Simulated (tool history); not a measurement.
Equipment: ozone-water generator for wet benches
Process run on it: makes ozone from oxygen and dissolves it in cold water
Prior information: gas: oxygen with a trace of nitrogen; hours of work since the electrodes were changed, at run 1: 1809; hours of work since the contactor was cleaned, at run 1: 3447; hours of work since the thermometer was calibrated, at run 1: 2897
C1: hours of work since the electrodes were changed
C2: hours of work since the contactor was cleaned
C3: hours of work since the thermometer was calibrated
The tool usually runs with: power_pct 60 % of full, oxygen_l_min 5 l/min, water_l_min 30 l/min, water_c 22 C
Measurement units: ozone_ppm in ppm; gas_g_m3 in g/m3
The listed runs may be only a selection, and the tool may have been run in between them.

Run 1, hour 0: usual settings; C1 1809; C2 3447; C3 2897. Result: ozone_ppm 10.7 ppm, gas_g_m3 163.5 g/m3.
Run 2, hour 68.9: usual settings; C1 1851; C2 3489; C3 2939. Result: ozone_ppm 10.4 ppm, gas_g_m3 164.4 g/m3.
Run 3, hour 119.5: usual settings; C1 1881; C2 3519; C3 2970. Result: ozone_ppm 10.7 ppm, gas_g_m3 164.2 g/m3.
Run 4, hour 171: usual settings but water_l_min 36 l/min; C1 1913; C2 3550; C3 3001. Result: ozone_ppm 8.7 ppm, gas_g_m3 164.7 g/m3.
Run 5, hour 216.6: usual settings but water_l_min 36 l/min; C1 1940; C2 3578; C3 3028. Result: ozone_ppm 8.8 ppm, gas_g_m3 164.6 g/m3.
Run 6, hour 285.9: usual settings but water_l_min 36 l/min; C1 1982; C2 3620; C3 3070. Result: ozone_ppm 8.6 ppm, gas_g_m3 164.3 g/m3.
Run 7, hour 341.3: usual settings but water_l_min 36 l/min; C1 2016; C2 3654; C3 3104. Result: ozone_ppm 8.6 ppm, gas_g_m3 164.4 g/m3.
Run 8, hour 375.4: usual settings but water_l_min 21 l/min; C1 2036; C2 3674; C3 3125. Result: ozone_ppm 15.3 ppm, gas_g_m3 165.5 g/m3.

Estimate the outcome of run 9 from the log above:
Run 9, hour 410.1: usual settings but power_pct 73 % of full, oxygen_l_min 2.92 l/min, water_l_min 46 l/min, water_c 14 C; C1 2058; C2 3695; C3 3146. Result: ozone_ppm ?, gas_g_m3 ?.

{"run 9": {"ozone_ppm": 6.6, "gas_g_m3": 242.1}}
If the tool had no hidden condition, the same run with the same run-to-run variation would have returned ozone_ppm 6.6 ppm, gas_g_m3 242.2 g/m3.
